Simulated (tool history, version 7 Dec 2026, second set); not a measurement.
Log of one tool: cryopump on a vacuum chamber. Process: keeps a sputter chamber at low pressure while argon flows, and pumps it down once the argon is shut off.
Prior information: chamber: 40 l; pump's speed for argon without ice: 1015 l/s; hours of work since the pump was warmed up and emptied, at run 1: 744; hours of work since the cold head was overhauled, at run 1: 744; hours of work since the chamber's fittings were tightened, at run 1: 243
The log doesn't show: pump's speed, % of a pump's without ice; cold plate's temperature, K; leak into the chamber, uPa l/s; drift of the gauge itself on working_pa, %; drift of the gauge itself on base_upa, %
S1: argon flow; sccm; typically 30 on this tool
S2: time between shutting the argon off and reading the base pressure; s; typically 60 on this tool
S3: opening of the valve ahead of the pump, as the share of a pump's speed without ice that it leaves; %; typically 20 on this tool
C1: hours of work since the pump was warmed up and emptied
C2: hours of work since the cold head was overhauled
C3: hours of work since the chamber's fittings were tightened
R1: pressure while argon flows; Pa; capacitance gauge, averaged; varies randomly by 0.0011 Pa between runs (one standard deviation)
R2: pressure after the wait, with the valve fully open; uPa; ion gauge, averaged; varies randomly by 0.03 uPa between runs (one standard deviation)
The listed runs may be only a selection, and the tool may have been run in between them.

run 1 hour=0.0 | S1=30 S2=60 S3=20 | C1=744 C2=744 C3=243 | R1=0.2578 R2=2.04
run 2 hour=17.3 | S1=21 S2=60 S3=20 | C1=759 C2=759 C3=258 | R1=0.1825 R2=2.03
run 3 hour=34.3 | S1=21 S2=60 S3=20 | C1=773 C2=773 C3=273 | R1=0.1828 R2=2.12
run 4 hour=46.8 | S1=30 S2=60 S3=20 | C1=784 C2=784 C3=284 | R1=0.2589 R2=2.24
run 5 hour=66.8 | S1=30 S2=121 S3=20 | C1=801 C2=801 C3=301 | R1=0.2591 R2=1.59
run 6 hour=85.7 | S1=30 S2=60 S3=59 | C1=818 C2=818 C3=317 | R1=0.0945 R2=2.24
run 7 hour=95.2 | S1=30 S2=60 S3=20 | C1=826 C2=826 C3=325 | R1=0.2596 R2=2.24
run 8 hour=105.8 | S1=30 S2=297 S3=20 | C1=835 C2=835 C3=334 | R1=0.2596 R2=1.33
run 9 hour=120.7 | S1=30 S2=297 S3=20 | C1=848 C2=848 C3=347 | R1=0.2590 R2=1.33
run 10 hour=131.6 | S1=30 S2=297 S3=20 | C1=857 C2=857 C3=357 | R1=0.2595 R2=1.40
run 11 hour=142.4 | S1=30 S2=60 S3=22 | C1=866 C2=866 C3=366 | R1=0.2364 R2=2.36
run 12 hour=154.4 | S1=41 S2=152 S3=20 | C1=877 C2=877 C3=376 | R1=0.3577 R2=1.68
run 13 hour=165.8 | S1=29 S2=284 S3=20 | C1=887 C2=887 C3=386 | R1=0.2513 R2=1.47
run 14 hour=185.2 | S1=16 S2=37 S3=19 | C1=903 C2=903 C3=403 | R1=0.1465 R2=3.16
run 15 hour=198.5 | S1=16 S2=37 S3=19 | C1=915 C2=915 C3=414 | R1=0.1467 R2=3.16
run 16 hour=219.4 | S1=18 S2=27 S3=37 | C1=933 C2=933 C3=432 | R1=0.0889 R2=3.94
run 17 hour=231.9 | S1=30 S2=36 S3=20 | C1=943 C2=943 C3=443 | R1=0.2609 R2=3.33
run 18 hour=241.3 | S1=40 S2=43 S3=20 | C1=952 C2=952 C3=451 | R1=0.3484 R2=2.98
-- hour=259.0 pump warmed up, emptied and cooled again
run 19 hour=264.9 | S1=13 S2=75 S3=17 | C1=5 C2=968 C3=467 | R1=0.1279 R2=2.16
run 20 hour=276.5 | S1=33 S2=48 S3=56 | C1=15 C2=978 C3=477 | R1=0.0998 R2=2.67
run 21 hour=292.5 | S1=54 S2=45 S3=53 | C1=29 C2=991 C3=491 | R1=0.1736 R2=2.82
run 22 hour=307.4 | S1=54 S2=45 S3=53 | C1=42 C2=1004 C3=504 | R1=0.1738 R2=2.87

Here are 3 independent what-if runs from the current tool condition. What would each one return?
run A hour=328.4 | S1=40 S2=60 S3=22 | C1=60 C2=1022 C3=522 | R1=? R2=?
run B hour=328.4 | S1=14 S2=60 S3=28 | C1=60 C2=1022 C3=522 | R1=? R2=?
run C hour=328.4 | S1=51 S2=252 S3=44 | C1=60 C2=1022 C3=522 | R1=? R2=?

run=A R1=0.3047 R2=2.55
run=B R1=0.0851 R2=2.46
run=C R1=0.1977 R2=1.59
Without the tool's unlogged condition, the same runs would have read:
run=A R1=0.3021 R2=1.50
run=B R1=0.0842 R2=1.44
run=C R1=0.1943 R2=0.55

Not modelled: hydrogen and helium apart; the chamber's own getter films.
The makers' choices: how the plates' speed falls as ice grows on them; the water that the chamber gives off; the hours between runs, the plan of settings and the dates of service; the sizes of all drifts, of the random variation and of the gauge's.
